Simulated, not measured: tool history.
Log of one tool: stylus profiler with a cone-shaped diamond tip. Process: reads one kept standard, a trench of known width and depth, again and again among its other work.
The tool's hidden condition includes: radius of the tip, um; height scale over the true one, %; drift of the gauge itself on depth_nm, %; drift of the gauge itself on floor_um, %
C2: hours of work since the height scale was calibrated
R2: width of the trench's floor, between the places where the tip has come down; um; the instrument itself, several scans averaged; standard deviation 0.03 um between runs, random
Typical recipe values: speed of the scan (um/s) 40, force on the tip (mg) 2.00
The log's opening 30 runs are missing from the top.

Run 31, hour 1479.3: usual settings but speed of the scan (um/s) 17, force on the tip (mg) 1.15; scans with this tip 396; C2 40. Result: depth of the trench (nm) 100.95, R2 97.86 um.
Run 32, hour 1507.7: usual settings but speed of the scan (um/s) 17, force on the tip (mg) 1.15; scans with this tip 594; C2 61. Result: depth of the trench (nm) 100.96, R2 97.86 um.
Run 33, hour 1542.8: usual settings but speed of the scan (um/s) 17, force on the tip (mg) 1.15; scans with this tip 841; C2 86. Result: depth of the trench (nm) 100.92, R2 97.90 um.
Run 34, hour 1606.0: usual settings but speed of the scan (um/s) 17, force on the tip (mg) 1.15; scans with this tip 1284; C2 131. Result: depth of the trench (nm) 100.95, R2 97.85 um.
Run 35, hour 1652.7: usual settings but speed of the scan (um/s) 47, force on the tip (mg) 0.90; scans with this tip 1612; C2 164. Result: depth of the trench (nm) 100.79, R2 97.52 um.
Run 36, hour 1718.1: usual settings but speed of the scan (um/s) 39, force on the tip (mg) 4.71; scans with this tip 2071; C2 211. Result: depth of the trench (nm) 102.46, R2 97.85 um.
Run 37, hour 1775.7: usual settings but speed of the scan (um/s) 30, force on the tip (mg) 5.88; scans with this tip 2475; C2 252. Result: depth of the trench (nm) 102.83, R2 97.89 um.
Run 38, hour 1819.3: usual settings but speed of the scan (um/s) 21; scans with this tip 2781; C2 283. Result: depth of the trench (nm) 101.41, R2 97.86 um.
Run 39, hour 1870.2: usual settings but speed of the scan (um/s) 101, force on the tip (mg) 2.73; scans with this tip 3138; C2 320. Result: depth of the trench (nm) 101.68, R2 97.41 um.
Run 40, hour 1932.6: usual settings but speed of the scan (um/s) 12, force on the tip (mg) 2.64; scans with this tip 3576; C2 364. Result: depth of the trench (nm) 101.68, R2 97.92 um.
Run 41, hour 1992.7: usual settings but speed of the scan (um/s) 21, force on the tip (mg) 1.63; scans with this tip 3998; C2 407. Result: depth of the trench (nm) 101.17, R2 97.89 um.
Run 42, hour 2045.4: usual settings but speed of the scan (um/s) 21, force on the tip (mg) 1.63; scans with this tip 4368; C2 445. Result: depth of the trench (nm) 101.19, R2 97.86 um.
Run 43, hour 2109.6: usual settings but speed of the scan (um/s) 152, force on the tip (mg) 4.68; scans with this tip 4818; C2 491. Result: depth of the trench (nm) 102.43, R2 97.34 um.
Run 44, hour 2163.7: usual settings but speed of the scan (um/s) 135, force on the tip (mg) 3.79; scans with this tip 5198; C2 530. Result: depth of the trench (nm) 102.12, R2 97.30 um.
Run 45, hour 2226.4: usual settings but speed of the scan (um/s) 135, force on the tip (mg) 3.79; scans with this tip 5637; C2 574. Result: depth of the trench (nm) 102.11, R2 97.31 um.
Run 46, hour 2271.7: usual settings but speed of the scan (um/s) 20, force on the tip (mg) 5.38; scans with this tip 5955; C2 607. Result: depth of the trench (nm) 102.68, R2 97.88 um.

Each row is a separate what-if for the run after 46, all from the same tool condition, not one after another. Results?
Run A, hour 2318.6: usual settings but speed of the scan (um/s) 19, force on the tip (mg) 3.05; scans with this tip 6285; C2 640. Result: depth of the trench (nm) ?, R2 ?.
Run B, hour 2318.6: usual settings but speed of the scan (um/s) 58, force on the tip (mg) 0.91; scans with this tip 6285; C2 640. Result: depth of the trench (nm) ?, R2 ?.
Run C, hour 2318.6: usual settings but force on the tip (mg) 0.71; scans with this tip 6285; C2 640. Result: depth of the trench (nm) ?, R2 ?.
Run D, hour 2318.6: usual settings but speed of the scan (um/s) 20, force on the tip (mg) 3.79; scans with this tip 6285; C2 640. Result: depth of the trench (nm) ?, R2 ?.

run  depth of the trench (nm)     R2
  A                    101.81  97.87
  B                    100.77  97.41
  C                    100.73  97.51
  D                    102.11  97.90
Take away the tool's hidden state, keep each run's random variation, and the runs would have read:
run  depth of the trench (nm)     R2
  A                    101.81  97.88
  B                    100.77  97.42
  C                    100.73  97.51
  D                    102.11  97.91

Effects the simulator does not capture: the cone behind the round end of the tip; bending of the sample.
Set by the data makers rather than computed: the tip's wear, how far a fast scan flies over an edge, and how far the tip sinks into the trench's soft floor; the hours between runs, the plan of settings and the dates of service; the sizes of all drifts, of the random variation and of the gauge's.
